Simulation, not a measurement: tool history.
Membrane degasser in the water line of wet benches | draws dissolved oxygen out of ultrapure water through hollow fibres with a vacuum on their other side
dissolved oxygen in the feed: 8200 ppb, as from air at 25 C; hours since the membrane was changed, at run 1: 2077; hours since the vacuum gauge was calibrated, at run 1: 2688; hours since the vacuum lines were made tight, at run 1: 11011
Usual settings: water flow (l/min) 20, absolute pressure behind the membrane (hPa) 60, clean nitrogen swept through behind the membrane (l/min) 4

run,hour,water flow (l/min),absolute pressure behind the membrane (hPa),clean nitrogen swept through behind the membrane (l/min),hours since the membrane was changed,hours since the vacuum gauge was calibrated,hours since the vacuum lines were made tight,dissolved oxygen in the water behind the degasser (ppb),pressure that the water loses in the fibres (hPa)
1,0,20,60,4,2077,2688,11011,48.8,337.8
2,36.9,20,60,4,2114,2725,11048,48.2,338.7
3,87.8,20,60,4,2165,2776,11098,47.9,337.1
4,119,13,60,4,2196,2807,11130,23.5,219.3
5,167.3,20,60,9.59,2245,2856,11178,29,336.6
6,236.5,20,60,9.59,2314,2925,11247,28.9,336.1
7,308.7,20,118.8,4,2386,2997,11319,117.6,336.6
8,366.3,20,118.8,4,2444,3055,11377,119.2,333.8
9,398.4,28,60,4,2476,3087,11409,105,465.3
10,438.8,20,60,4,2516,3127,11449,49,332.2
11,493.9,20,60,4,2571,3182,11505,47.4,334.8
12,542.3,20,60,4,2620,3231,11553,48.3,333.3
13,582.4,13,60,4,2660,3271,11593,24,215.9
14,632.6,20,60,4,2710,3321,11643,48.1,331.4
# hour 657.4: gauge calibrated
15,664.3,30,60,4,2742,3353,11675,123.6,509.4
16,732.9,30,60,4,2810,3421,11744,123.7,507.8
17,804.5,21,96.2,5.2,2882,3493,11815,80.2,353.5
18,854.8,13,146.7,2.83,2932,3543,11865,127.8,220.1
# hour 902.7: seals of the vacuum lines changed
19,907.8,21,66.5,4.03,2983,3594,5,61.8,350.1
20,943.2,21,66.5,4.03,3018,3630,40,62,352.7
21,1007.7,21,66.5,4.03,3083,3694,105,60.6,351.9
22,1075,21,66.5,4.03,3150,3761,172,60.6,347.7
23,1144.2,21,66.5,4.03,3219,3831,241,61.5,348.9
24,1174.7,21,36.1,2.05,3250,3861,272,28.1,349.7
25,1233.8,21,36.1,2.05,3309,3920,331,27.5,350.7
26,1271.5,21,36.1,2.05,3347,3958,369,27.8,348.1
27,1316.8,18,141.9,9.97,3392,4003,414,59,296.8
28,1375.4,16,131.3,9.03,3451,4062,473,48.1,264.3
29,1428,12,51,2.53,3503,4114,525,22.8,197.3
30,1458.7,20,79.1,4,3534,4145,556,71.3,327.4
31,1522.8,19,57.6,9.6,3598,4209,620,23.9,312.4

The same runs without the tool's hidden state, with the same run-to-run variation:
The hidden state here: membrane still open, %; true pressure behind the membrane over the reading, kPa; air that leaks in behind the membrane, l/min; drift of the gauge itself on oxygen_ppb, %; drift of the gauge itself on loss_of_pressure_kpa, %.
run,pressure that the water loses in the fibres (hPa)
1,337.8
2,339.1
3,338.1
4,220.1
5,338.4
6,338.8
7,340.1
8,337.9
9,471.6
10,337.2
11,340.5
12,339.5
13,220.2
14,338.6
15,509.4
16,509
17,355.2
18,221.6
19,353
20,356.1
21,356.1
22,352.7
23,354.7
24,355.9
25,357.6
26,355.4
27,303.6
28,270.8
29,202.5
30,336.5
31,321.8
dissolved oxygen in the water behind the degasser (ppb): within 0.2 of the measured result in every run.

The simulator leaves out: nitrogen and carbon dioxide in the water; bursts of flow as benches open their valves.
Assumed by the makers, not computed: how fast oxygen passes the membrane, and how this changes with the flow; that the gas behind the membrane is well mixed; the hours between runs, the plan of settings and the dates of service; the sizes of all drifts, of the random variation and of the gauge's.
